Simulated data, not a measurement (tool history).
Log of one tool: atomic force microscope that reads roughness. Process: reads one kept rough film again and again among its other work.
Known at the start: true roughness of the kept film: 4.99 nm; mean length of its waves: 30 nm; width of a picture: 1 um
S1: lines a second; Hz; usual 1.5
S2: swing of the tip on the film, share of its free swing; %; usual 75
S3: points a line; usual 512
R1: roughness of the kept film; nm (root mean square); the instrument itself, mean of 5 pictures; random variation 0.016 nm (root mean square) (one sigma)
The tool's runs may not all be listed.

run,day,S1,S2,S3,R1
1,0,1.5,75,512,3.789
2,2.588,1.5,75,512,3.136
3,4.979,1.5,75,512,2.745
4,7.625,1.5,75,512,3.732
5,10.467,0.76,75,512,3.099
6,12.254,0.76,75,512,2.814
7,15.233,1.5,75,512,3.603
8,18.158,1.5,75,512,3.059
9,19.95,1.5,75,512,2.723
10,22.733,1.5,75,512,3.649
11,24.271,1.5,75,512,3.255
12,25.938,1.5,67,331,2.927
13,27.958,0.91,66,610,2.659
14,30.175,0.79,60,793,3.759
15,33.462,0.79,60,793,2.979
16,35.588,1.17,60,430,2.656
17,38.788,1.17,89,430,3.198
18,42.125,1.7,74,655,2.747
19,45.571,0.93,75,306,3.406
20,47.179,0.93,75,306,3.082
21,49.679,0.93,71,412,2.665
22,51.488,0.93,71,412,3.887

Not shown: 9 entries that the log had between the listed runs. Between which runs, and how does the tool's hidden state differ before and after?
Between runs 3 and 4: new tip fitted (day 7.383)
  radius of the tip, nm: 32.7 -> 11.3; height scale over the true one, %: -1.59 -> -1.66
  measured less the result without the state, R1: -1.176 -> -0.15 nm (root mean square)
Between runs 4 and 5: height scale calibrated on a step standard (day 8.025)
  radius of the tip, nm: 11.3 -> 24.2; height scale over the true one, %: -1.66 -> -2.19
  measured less the result without the state, R1: -0.15 -> -0.878 nm (root mean square)
Between runs 6 and 7: new tip fitted (day 14.717)
  radius of the tip, nm: 31.9 -> 13.2; height scale over the true one, %: -2.24 -> -2.33
  measured less the result without the state, R1: -1.192 -> -0.299 nm (root mean square)
Between runs 7 and 8: height scale calibrated on a step standard, once more (day 16.558)
  radius of the tip, nm: 13.2 -> 25.7; height scale over the true one, %: -2.33 -> -0.05
  measured less the result without the state, R1: -0.299 -> -0.863 nm (root mean square)
Between runs 9 and 10: new tip fitted (day 21.933)
  radius of the tip, nm: 34.3 -> 14.1; height scale over the true one, %: -0.11 -> -0.18
  measured less the result without the state, R1: -1.189 -> -0.273 nm (root mean square)
Between runs 13 and 14: new tip fitted (day 29.229)
  radius of the tip, nm: 38.3 -> 14.3; height scale over the true one, %: -0.34 -> -0.41
  measured less the result without the state, R1: -1.366 -> -0.309 nm (root mean square)
Between runs 16 and 17: new tip fitted (day 36.483)
  radius of the tip, nm: 37.6 -> 20.1; height scale over the true one, %: -0.56 -> -0.66
  measured less the result without the state, R1: -1.343 -> -0.606 nm (root mean square)
Between runs 18 and 19: new tip fitted (day 43.792)
  radius of the tip, nm: 33.5 -> 18.2; height scale over the true one, %: -0.75 -> -0.85
  measured less the result without the state, R1: -1.189 -> -0.535 nm (root mean square)
Between runs 21 and 22: new tip fitted (day 51.283)
  radius of the tip, nm: 36.6 -> 11.1; height scale over the true one, %: -0.97 -> -1.02
  measured less the result without the state, R1: -1.31 -> -0.115 nm (root mean square)

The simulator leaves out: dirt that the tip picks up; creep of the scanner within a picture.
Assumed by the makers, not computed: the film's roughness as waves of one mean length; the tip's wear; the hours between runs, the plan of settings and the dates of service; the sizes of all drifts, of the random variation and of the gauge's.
